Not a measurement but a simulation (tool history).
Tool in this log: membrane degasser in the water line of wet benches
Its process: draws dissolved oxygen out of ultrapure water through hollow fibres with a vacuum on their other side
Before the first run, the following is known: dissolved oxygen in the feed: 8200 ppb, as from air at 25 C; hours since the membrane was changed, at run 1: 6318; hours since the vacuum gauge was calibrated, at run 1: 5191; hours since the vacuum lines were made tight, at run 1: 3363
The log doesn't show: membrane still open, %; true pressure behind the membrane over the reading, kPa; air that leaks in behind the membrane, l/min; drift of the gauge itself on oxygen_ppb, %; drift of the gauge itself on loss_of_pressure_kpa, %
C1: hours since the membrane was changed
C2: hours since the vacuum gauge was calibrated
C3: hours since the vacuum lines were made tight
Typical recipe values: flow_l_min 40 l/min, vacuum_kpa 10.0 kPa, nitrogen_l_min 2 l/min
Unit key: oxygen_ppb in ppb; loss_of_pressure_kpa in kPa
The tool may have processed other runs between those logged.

Run 1, hour 0.0: usual settings; C1 6318; C2 5191; C3 3363. Result: oxygen_ppb 349.4 ppb, loss_of_pressure_kpa 55.88 kPa.
Run 2, hour 152.6: usual settings; C1 6471; C2 5343; C3 3515. Result: oxygen_ppb 351.6 ppb, loss_of_pressure_kpa 55.89 kPa.
Run 3, hour 412.5: usual settings; C1 6731; C2 5603; C3 3775. Result: oxygen_ppb 346.5 ppb, loss_of_pressure_kpa 56.67 kPa.
Run 4, hour 633.3: usual settings; C1 6952; C2 5824; C3 3996. Result: oxygen_ppb 347.9 ppb, loss_of_pressure_kpa 55.81 kPa.
Run 5, hour 871.0: usual settings; C1 7189; C2 6062; C3 4234. Result: oxygen_ppb 353.9 ppb, loss_of_pressure_kpa 56.65 kPa.
Run 6, hour 1050.7: usual settings; C1 7369; C2 6242; C3 4413. Result: oxygen_ppb 352.8 ppb, loss_of_pressure_kpa 56.20 kPa.
Run 7, hour 1314.7: usual settings; C1 7633; C2 6505; C3 4677. Result: oxygen_ppb 351.4 ppb, loss_of_pressure_kpa 56.58 kPa.
Run 8, hour 1592.6: usual settings; C1 7911; C2 6783; C3 4955. Result: oxygen_ppb 349.2 ppb, loss_of_pressure_kpa 56.69 kPa.
Run 9, hour 1714.8: usual settings; C1 8033; C2 6906; C3 5077. Result: oxygen_ppb 349.8 ppb, loss_of_pressure_kpa 56.67 kPa.
Run 10, hour 1914.7: usual settings; C1 8233; C2 7106; C3 5277. Result: oxygen_ppb 355.7 ppb, loss_of_pressure_kpa 56.80 kPa.
Run 11, hour 2163.0: usual settings but vacuum_kpa 12.5 kPa; C1 8481; C2 7354; C3 5526. Result: oxygen_ppb 452.6 ppb, loss_of_pressure_kpa 56.55 kPa.
Run 12, hour 2392.3: usual settings but vacuum_kpa 12.5 kPa; C1 8710; C2 7583; C3 5755. Result: oxygen_ppb 454.7 ppb, loss_of_pressure_kpa 57.07 kPa.
At hour 2419.7: vacuum gauge calibrated.
Run 13, hour 2658.6: usual settings but vacuum_kpa 10.6 kPa; C1 8976; C2 239; C3 6021. Result: oxygen_ppb 371.0 ppb, loss_of_pressure_kpa 56.99 kPa.
Run 14, hour 2942.8: usual settings but vacuum_kpa 9.0 kPa; C1 9261; C2 523; C3 6305. Result: oxygen_ppb 308.4 ppb, loss_of_pressure_kpa 56.58 kPa.
Run 15, hour 3148.4: usual settings but flow_l_min 32 l/min; C1 9466; C2 729; C3 6511. Result: oxygen_ppb 269.2 ppb, loss_of_pressure_kpa 45.32 kPa.
Run 16, hour 3288.1: usual settings; C1 9606; C2 868; C3 6650. Result: oxygen_ppb 350.0 ppb, loss_of_pressure_kpa 57.14 kPa.

Estimate the outcome of run 17 from the log above:
Run 17, hour 3511.6: usual settings; C1 9829; C2 1092; C3 6874. Result: oxygen_ppb ?, loss_of_pressure_kpa ?.

{"run 17": {"oxygen_ppb": 352.2, "loss_of_pressure_kpa": 56.95}}
With no hidden state in the tool, this same run would have given oxygen_ppb 340.6 ppb, loss_of_pressure_kpa 54.76 kPa.

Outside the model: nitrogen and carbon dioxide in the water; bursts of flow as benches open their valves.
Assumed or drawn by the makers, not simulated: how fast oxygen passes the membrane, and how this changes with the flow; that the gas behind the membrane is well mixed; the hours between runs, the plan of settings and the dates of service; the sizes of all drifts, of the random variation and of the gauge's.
